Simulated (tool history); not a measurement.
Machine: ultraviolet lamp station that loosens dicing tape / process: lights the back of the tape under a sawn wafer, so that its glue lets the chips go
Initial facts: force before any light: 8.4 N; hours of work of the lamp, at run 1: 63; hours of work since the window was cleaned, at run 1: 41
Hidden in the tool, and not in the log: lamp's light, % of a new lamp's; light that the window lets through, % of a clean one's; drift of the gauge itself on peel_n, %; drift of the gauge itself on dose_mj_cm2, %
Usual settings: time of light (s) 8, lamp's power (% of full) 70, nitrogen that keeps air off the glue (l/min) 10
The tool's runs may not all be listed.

run   hour  time of light (s)  lamp's power (% of full)  nitrogen that keeps air off the glue (l/min)  hours of work of the lamp  hours of work since the window was cleaned  force that peels the tape off (N)  light that reached the tape (mJ/cm2)
  1    0.0                  8                        70                                            10                         63                                          41                              1.196                                   255
  2    9.4                  8                        70                                            10                         66                                          45                              1.198                                   250
  3   17.8                  8                        70                                            10                         70                                          48                              1.236                                   253
  4   23.9                  8                        70                                            10                         72                                          51                              1.268                                   256
  5   35.8                  8                        70                                            10                         77                                          56                              1.201                                   253
  6   47.5                  8                        70                                            10                         82                                          60                              1.205                                   253
  7   53.5                 10                        70                                            10                         84                                          63                              0.765                                   316
  8   58.6                 10                        70                                            10                         86                                          65                              0.790                                   313
  9   69.8                 10                        70                                            10                         91                                          69                              0.812                                   316
 10   80.9                 10                        70                                            10                         95                                          74                              0.769                                   313
 11   86.4                 10                        70                                            10                         97                                          76                              0.784                                   315
 12   93.3                  8                        98                                            10                        100                                          79                              0.617                                   351
 13   99.3                  8                        98                                            10                        102                                          81                              0.625                                   350
 14  107.6                  8                        70                                            11                        106                                          84                              1.155                                   246
 15  113.9                  8                        70                                            11                        108                                          87                              1.153                                   249
 16  120.8                  8                        70                                            11                        111                                          90                              1.169                                   249
 17  127.1                  8                        70                                            17                        114                                          92                              0.924                                   249
 18  139.2                  6                        70                                            17                        119                                          97                              1.547                                   192
 19  146.3                  8                        70                                            10                        121                                         100                              1.235                                   246
 20  158.8                  8                        70                                            10                        126                                         105                              1.264                                   245
 21  166.6                  7                        70                                            10                        130                                         108                              1.601                                   218
 22  177.2                  8                        86                                            10                        134                                         112                              0.801                                   305
 23  186.0                 11                        70                                             6                        137                                         116                              1.022                                   339
     187.0  -- window cleaned of glue's vapour
 24  197.5                  8                        94                                            10                        142                                           4                              0.711                                   332
 25  205.5                  8                        94                                            10                        145                                           7                              0.684                                   327
 26  215.4                 12                        79                                             5                        149                                          11                              0.723                                   414
 27  227.8                 10                        66                                             3                        154                                          16                              1.986                                   286
     237.7  -- window cleaned of glue's vapour, once more
 28  239.0                 10                        66                                             3                        158                                           1                              1.920                                   293
 29  246.6                  7                        75                                             4                        161                                           4                              2.296                                   235
 30  254.7                  7                        75                                             4                        165                                           7                              2.349                                   236
 31  261.2                  7                        75                                             4                        167                                           9                              2.285                                   233
 32  272.5                  8                        93                                            10                        172                                          14                              0.691                                   327
 33  281.9                  8                        93                                            10                        175                                          18                              0.693                                   329
 34  294.0                  8                        93                                            10                        180                                          23                              0.707                                   326
 35  305.1                  8                        70                                            14                        185                                          27                              1.020                                   247
 36  316.0                  8                        70                                            14                        189                                          31                              1.073                                   245
 37  322.3                  8                        70                                            14                        192                                          34                              1.069                                   247
 38  331.0                  8                        77                                            12                        195                                          38                              0.940                                   268
 39  338.1                  8                        70                                            10                        198                                          40                              1.259                                   245
 40  343.5                  5                        68                                            10                        200                                          43                              2.629                                   148
 41  353.6                  5                        68                                            10                        204                                          47                              2.625                                   148
 42  361.4                  4                        90                                             4                        207                                          50                              3.505                                   160
 43  368.9                  6                        98                                             6                        210                                          53                              1.610                                   253

Each row is a separate what-if for the run after 43, all from the same tool condition, not one after another. Results?
  A  377.2                  6                        98                                            17                        214                                          56                                  ?                                     ?
  B  377.2                  5                        70                                            10                        214                                          56                                  ?                                     ?
  C  377.2                  6                        92                                             6                        214                                          56                                  ?                                     ?
  D  377.2                 11                        80                                            10                        214                                          56                                  ?                                     ?

run  force that peels the tape off (N)  light that reached the tape (mJ/cm2)
  A                              0.871                                   261
  B                              2.524                                   152
  C                              1.766                                   242
  D                              0.488                                   381
Without the tool's unlogged condition, the same runs would have read:
run  force that peels the tape off (N)  light that reached the tape (mJ/cm2)
  A                              0.773                                   275
  B                              2.367                                   160
  C                              1.624                                   255
  D                              0.425                                   402
